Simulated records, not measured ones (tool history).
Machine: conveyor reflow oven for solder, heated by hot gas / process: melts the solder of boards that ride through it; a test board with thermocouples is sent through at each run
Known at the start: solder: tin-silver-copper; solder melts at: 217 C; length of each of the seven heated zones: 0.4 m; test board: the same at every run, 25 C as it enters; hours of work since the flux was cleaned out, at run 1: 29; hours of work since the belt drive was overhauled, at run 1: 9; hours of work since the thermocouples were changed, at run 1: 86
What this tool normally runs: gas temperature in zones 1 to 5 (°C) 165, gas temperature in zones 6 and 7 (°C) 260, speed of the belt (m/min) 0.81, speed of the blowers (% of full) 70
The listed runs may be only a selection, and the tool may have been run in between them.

run	hour	gas temperature in zones 1 to 5 (°C)	gas temperature in zones 6 and 7 (°C)	speed of the belt (m/min)	speed of the blowers (% of full)	hours of work since the flux was cleaned out	hours of work since the belt drive was overhauled	hours of work since the thermocouples were changed	highest temperature of the board (°C)	time above the solder's melting point (s)
1	0	165	260	0.81	70	29	9	86	244.24	37.25
2	24.6	165	268	0.81	70	48	29	105	251.19	41.55
3	70.5	165	260	0.942	70	84	64	141	238.73	26.78
4	119.7	165	260	0.942	70	122	103	179	238.47	26.56
5	152.4	165	260	0.942	70	147	128	205	238.36	26.58
# hour 164: flux residue cleaned out of gas plates and filters
6	206	165	260	0.942	70	33	166	243	239.36	27.53
7	238.9	165	260	0.942	70	58	192	268	239.2	27.47
8	268.9	165	265	0.683	70	82	215	292	253.85	52.76
9	300.9	165	267	0.81	70	107	240	317	250.49	41.32
10	345.8	169	262	0.796	70	142	275	352	247.19	41.14
# hour 364.6: flux residue cleaned out of gas plates and filters
11	380.6	174	262	0.889	83	13	298	375	248.2	38.75

Run 12 is up next; what results do you expect?
12	426.7	174	262	0.889	83	48	334	411	?	?

highest temperature of the board (°C): 247.97
time above the solder's melting point (s): 38.78
If the tool had no hidden condition, the same run with the same run-to-run variation would have returned highest temperature of the board (°C) 247.7, time above the solder's melting point (s) 38.38.

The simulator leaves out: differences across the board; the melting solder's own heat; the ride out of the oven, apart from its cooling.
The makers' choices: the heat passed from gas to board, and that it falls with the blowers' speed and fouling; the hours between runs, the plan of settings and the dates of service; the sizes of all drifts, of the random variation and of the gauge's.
